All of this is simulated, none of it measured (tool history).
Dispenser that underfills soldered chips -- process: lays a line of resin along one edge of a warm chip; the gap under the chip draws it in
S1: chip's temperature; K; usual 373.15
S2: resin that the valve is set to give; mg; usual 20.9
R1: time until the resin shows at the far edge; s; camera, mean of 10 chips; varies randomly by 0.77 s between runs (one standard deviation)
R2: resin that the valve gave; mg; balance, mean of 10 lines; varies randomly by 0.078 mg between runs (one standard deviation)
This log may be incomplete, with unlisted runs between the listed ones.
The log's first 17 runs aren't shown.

run	day	S1	S2	R1	R2
# day 3.250: new syringe of resin
18	3.325	381.15	22.0	60.5	21.73
19	3.504	381.15	22.0	70.1	21.54
20	3.721	360.15	23.4	156.9	22.96
# day 3.800: new syringe of resin
21	3.983	359.15	21.4	129.4	20.82
22	4.246	359.15	21.4	164.1	20.75
# day 4.350: new syringe of resin
23	4.521	360.15	22.3	123.6	21.57
24	4.650	360.15	22.3	139.3	21.58
# day 4.896: new syringe of resin
25	4.900	360.15	22.3	103.7	21.39
26	5.067	380.15	24.1	65.9	23.24
27	5.250	383.15	19.3	76.7	18.56
28	5.358	384.15	18.6	81.3	17.87
# day 5.450: new syringe of resin
29	5.625	365.15	25.9	103.2	24.75
30	5.871	365.15	25.9	125.6	24.49
# day 6.000: new syringe of resin
31	6.062	376.15	21.6	70.0	20.60
# day 6.179: dispensing valve cleaned and set on the balance
32	6.329	362.15	23.4	126.5	23.49
# day 6.592: new syringe of resin
33	6.596	359.15	25.4	107.4	25.29
34	6.771	360.15	21.7	123.1	21.60
35	6.962	360.15	24.2	147.0	24.03
# day 7.150: new syringe of resin
36	7.200	372.15	21.9	77.2	21.74
37	7.454	372.15	21.9	94.7	21.58

Branching from run 37: 3 alternative next runs. What would each branch give?
A	7.671	374.15	20.9	?	?
B	7.671	379.15	19.2	?	?
C	7.671	385.15	21.9	?	?

run	R1	R2
A	111.3	20.52
B	98.9	18.95
C	80.9	21.29
Take away the tool's hidden state, keep each run's random variation, and the runs would have read:
run	R1	R2
A	68.5	20.92
B	60.7	19.32
C	49.9	21.70

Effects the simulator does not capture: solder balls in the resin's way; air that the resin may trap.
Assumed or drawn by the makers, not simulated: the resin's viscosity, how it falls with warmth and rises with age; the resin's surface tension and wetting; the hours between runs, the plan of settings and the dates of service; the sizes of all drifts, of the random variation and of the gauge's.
